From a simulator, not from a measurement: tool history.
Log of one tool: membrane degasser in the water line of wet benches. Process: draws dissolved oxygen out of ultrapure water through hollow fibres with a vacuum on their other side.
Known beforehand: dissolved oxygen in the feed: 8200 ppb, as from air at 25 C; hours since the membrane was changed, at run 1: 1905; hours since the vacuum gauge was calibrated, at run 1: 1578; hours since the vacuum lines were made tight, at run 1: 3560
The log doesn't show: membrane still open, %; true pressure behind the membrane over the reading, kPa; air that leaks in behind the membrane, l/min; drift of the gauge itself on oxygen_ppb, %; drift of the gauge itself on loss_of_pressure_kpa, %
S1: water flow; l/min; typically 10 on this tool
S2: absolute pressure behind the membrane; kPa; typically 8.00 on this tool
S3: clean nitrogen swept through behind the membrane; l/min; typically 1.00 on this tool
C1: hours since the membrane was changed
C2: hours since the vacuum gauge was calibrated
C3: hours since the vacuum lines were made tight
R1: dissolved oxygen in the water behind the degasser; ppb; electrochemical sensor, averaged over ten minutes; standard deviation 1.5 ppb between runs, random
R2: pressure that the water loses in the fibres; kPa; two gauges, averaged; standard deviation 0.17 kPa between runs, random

{"run": 1, "day": 0.0, "S1": 10, "S2": 8.0, "S3": 1.0, "C1": 1905, "C2": 1578, "C3": 3560, "R1": 154.4, "R2": 26.4}
{"run": 2, "day": 4.608, "S1": 10, "S2": 8.0, "S3": 1.0, "C1": 2015, "C2": 1688, "C3": 3671, "R1": 153.4, "R2": 26.51}
{"run": 3, "day": 6.567, "S1": 10, "S2": 8.0, "S3": 1.0, "C1": 2062, "C2": 1735, "C3": 3718, "R1": 154.8, "R2": 26.75}
{"run": 4, "day": 8.475, "S1": 6, "S2": 8.0, "S3": 1.0, "C1": 2108, "C2": 1781, "C3": 3764, "R1": 78.8, "R2": 15.83}
{"run": 5, "day": 13.075, "S1": 6, "S2": 8.0, "S3": 1.0, "C1": 2219, "C2": 1892, "C3": 3874, "R1": 79.8, "R2": 16.14}
{"run": 6, "day": 15.996, "S1": 14, "S2": 8.0, "S3": 1.0, "C1": 2289, "C2": 1962, "C3": 3944, "R1": 256.9, "R2": 36.81}
{"run": 7, "day": 19.683, "S1": 14, "S2": 8.0, "S3": 1.0, "C1": 2377, "C2": 2050, "C3": 4033, "R1": 264.5, "R2": 37.34}
{"run": 8, "day": 23.954, "S1": 7, "S2": 10.69, "S3": 1.0, "C1": 2480, "C2": 2153, "C3": 4135, "R1": 140.8, "R2": 18.32}
{"run": 9, "day": 27.425, "S1": 13, "S2": 6.78, "S3": 1.0, "C1": 2563, "C2": 2236, "C3": 4219, "R1": 199.6, "R2": 34.43}
{"run": 10, "day": 29.558, "S1": 13, "S2": 6.78, "S3": 1.0, "C1": 2614, "C2": 2287, "C3": 4270, "R1": 197.0, "R2": 34.82}
{"run": 11, "day": 33.133, "S1": 8, "S2": 8.0, "S3": 0.49, "C1": 2700, "C2": 2373, "C3": 4356, "R1": 197.7, "R2": 21.49}

What does the tool deliver on the next run?
{"run": 12, "day": 37.079, "S1": 11, "S2": 6.44, "S3": 2.81, "C1": 2795, "C2": 2468, "C3": 4450, "R1": "?", "R2": "?"}

{"run 12": {"R1": 88.9, "R2": 29.19}}
Were there no unlogged condition in the tool, this run, its random variation unchanged, would have produced R1 84.6 ppb, R2 28.81 kPa.

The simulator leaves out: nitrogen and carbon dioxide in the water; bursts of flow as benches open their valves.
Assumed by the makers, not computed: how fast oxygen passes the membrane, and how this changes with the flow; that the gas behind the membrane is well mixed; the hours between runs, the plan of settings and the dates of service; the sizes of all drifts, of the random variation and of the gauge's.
